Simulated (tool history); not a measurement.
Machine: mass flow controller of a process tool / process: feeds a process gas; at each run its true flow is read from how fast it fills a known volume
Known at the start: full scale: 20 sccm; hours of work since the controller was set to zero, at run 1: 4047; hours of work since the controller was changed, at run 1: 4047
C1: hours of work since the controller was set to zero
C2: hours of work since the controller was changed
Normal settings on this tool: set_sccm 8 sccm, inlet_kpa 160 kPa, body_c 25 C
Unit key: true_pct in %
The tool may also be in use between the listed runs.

run 1 day=0.000 | set_sccm=8 inlet_kpa=160 body_c=25 | C1=4047 C2=4047 | true_pct=99.75
run 2 day=4.979 | set_sccm=8 inlet_kpa=160 body_c=25 | C1=4136 C2=4136 | true_pct=99.68
run 3 day=10.842 | set_sccm=8 inlet_kpa=176 body_c=25 | C1=4240 C2=4240 | true_pct=99.59
-- day=13.521 controller's zero set anew
run 4 day=15.683 | set_sccm=8 inlet_kpa=176 body_c=25 | C1=39 C2=4326 | true_pct=99.41
run 5 day=18.342 | set_sccm=8 inlet_kpa=176 body_c=25 | C1=86 C2=4373 | true_pct=99.52
run 6 day=22.175 | set_sccm=8 inlet_kpa=176 body_c=25 | C1=154 C2=4441 | true_pct=99.43
run 7 day=25.212 | set_sccm=8 inlet_kpa=160 body_c=39 | C1=208 C2=4495 | true_pct=97.78
run 8 day=31.317 | set_sccm=8 inlet_kpa=160 body_c=39 | C1=317 C2=4604 | true_pct=97.64
run 9 day=34.196 | set_sccm=8 inlet_kpa=160 body_c=39 | C1=368 C2=4655 | true_pct=97.76
run 10 day=39.108 | set_sccm=8 inlet_kpa=165 body_c=25 | C1=455 C2=4743 | true_pct=99.11
run 11 day=44.125 | set_sccm=8 inlet_kpa=165 body_c=25 | C1=545 C2=4832 | true_pct=98.96
run 12 day=47.604 | set_sccm=8 inlet_kpa=160 body_c=39 | C1=607 C2=4894 | true_pct=97.38
run 13 day=50.942 | set_sccm=8 inlet_kpa=160 body_c=39 | C1=666 C2=4953 | true_pct=97.25
run 14 day=53.692 | set_sccm=8 inlet_kpa=160 body_c=39 | C1=715 C2=5002 | true_pct=97.34
run 15 day=57.538 | set_sccm=8 inlet_kpa=159 body_c=25 | C1=783 C2=5070 | true_pct=98.80
run 16 day=61.150 | set_sccm=8 inlet_kpa=160 body_c=25 | C1=848 C2=5135 | true_pct=98.68
run 17 day=67.279 | set_sccm=8 inlet_kpa=160 body_c=27 | C1=957 C2=5244 | true_pct=98.34
run 18 day=73.304 | set_sccm=8 inlet_kpa=160 body_c=27 | C1=1064 C2=5351 | true_pct=98.19
run 19 day=78.958 | set_sccm=8 inlet_kpa=248 body_c=25 | C1=1164 C2=5452 | true_pct=98.06
run 20 day=81.946 | set_sccm=8 inlet_kpa=248 body_c=26 | C1=1218 C2=5505 | true_pct=97.97
run 21 day=85.642 | set_sccm=8 inlet_kpa=160 body_c=20 | C1=1283 C2=5571 | true_pct=98.66
run 22 day=89.588 | set_sccm=8 inlet_kpa=160 body_c=20 | C1=1354 C2=5641 | true_pct=98.65
run 23 day=95.396 | set_sccm=8 inlet_kpa=160 body_c=25 | C1=1457 C2=5744 | true_pct=98.16
run 24 day=98.729 | set_sccm=8 inlet_kpa=199 body_c=25 | C1=1516 C2=5803 | true_pct=97.92
run 25 day=101.442 | set_sccm=8 inlet_kpa=199 body_c=25 | C1=1565 C2=5852 | true_pct=97.92
run 26 day=107.150 | set_sccm=17 inlet_kpa=160 body_c=25 | C1=1666 C2=5953 | true_pct=98.03
run 27 day=111.175 | set_sccm=2 inlet_kpa=163 body_c=25 | C1=1738 C2=6025 | true_pct=97.66
run 28 day=117.196 | set_sccm=15 inlet_kpa=155 body_c=39 | C1=1845 C2=6132 | true_pct=96.43
run 29 day=120.192 | set_sccm=3 inlet_kpa=187 body_c=37 | C1=1898 C2=6185 | true_pct=96.08
run 30 day=126.246 | set_sccm=3 inlet_kpa=187 body_c=37 | C1=2006 C2=6293 | true_pct=95.97
run 31 day=129.792 | set_sccm=3 inlet_kpa=194 body_c=37 | C1=2069 C2=6356 | true_pct=96.01
run 32 day=134.383 | set_sccm=3 inlet_kpa=194 body_c=31 | C1=2151 C2=6438 | true_pct=96.48
-- day=134.917 gauge calibrated
run 33 day=137.471 | set_sccm=3 inlet_kpa=194 body_c=31 | C1=2206 C2=6493 | true_pct=98.78
run 34 day=140.133 | set_sccm=8 inlet_kpa=195 body_c=27 | C1=2253 C2=6540 | true_pct=99.45
run 35 day=143.725 | set_sccm=3 inlet_kpa=164 body_c=27 | C1=2317 C2=6604 | true_pct=99.28
run 36 day=147.471 | set_sccm=8 inlet_kpa=256 body_c=32 | C1=2384 C2=6671 | true_pct=98.61
run 37 day=152.246 | set_sccm=5 inlet_kpa=259 body_c=25 | C1=2469 C2=6756 | true_pct=99.06
run 38 day=157.121 | set_sccm=2 inlet_kpa=191 body_c=32 | C1=2555 C2=6842 | true_pct=98.42
run 39 day=160.112 | set_sccm=4 inlet_kpa=233 body_c=30 | C1=2609 C2=6896 | true_pct=98.55
run 40 day=164.146 | set_sccm=4 inlet_kpa=233 body_c=30 | C1=2680 C2=6967 | true_pct=98.46
run 41 day=169.054 | set_sccm=4 inlet_kpa=233 body_c=30 | C1=2768 C2=7055 | true_pct=98.44
run 42 day=172.442 | set_sccm=12 inlet_kpa=233 body_c=30 | C1=2828 C2=7115 | true_pct=98.42
run 43 day=175.929 | set_sccm=12 inlet_kpa=233 body_c=35 | C1=2890 C2=7177 | true_pct=97.91
run 44 day=180.721 | set_sccm=12 inlet_kpa=233 body_c=35 | C1=2975 C2=7262 | true_pct=97.76
run 45 day=185.096 | set_sccm=12 inlet_kpa=233 body_c=35 | C1=3053 C2=7340 | true_pct=97.78
run 46 day=188.479 | set_sccm=5 inlet_kpa=160 body_c=33 | C1=3113 C2=7400 | true_pct=97.86
run 47 day=192.579 | set_sccm=3 inlet_kpa=160 body_c=25 | C1=3186 C2=7473 | true_pct=98.54
run 48 day=197.925 | set_sccm=6 inlet_kpa=200 body_c=25 | C1=3281 C2=7569 | true_pct=98.56
run 49 day=201.754 | set_sccm=6 inlet_kpa=200 body_c=25 | C1=3350 C2=7637 | true_pct=98.35

Forecast each of these 3 alternatives for the next run:
run A day=205.683 | set_sccm=8 inlet_kpa=178 body_c=40 | C1=3419 C2=7707 | true_pct=?
run B day=205.683 | set_sccm=6 inlet_kpa=257 body_c=25 | C1=3419 C2=7707 | true_pct=?
run C day=205.683 | set_sccm=8 inlet_kpa=268 body_c=26 | C1=3419 C2=7707 | true_pct=?

run=A true_pct=96.74
run=B true_pct=98.29
run=C true_pct=98.27
With no hidden state in the tool, these same runs would have given:
run=A true_pct=98.00
run=B true_pct=99.57
run=C true_pct=99.55
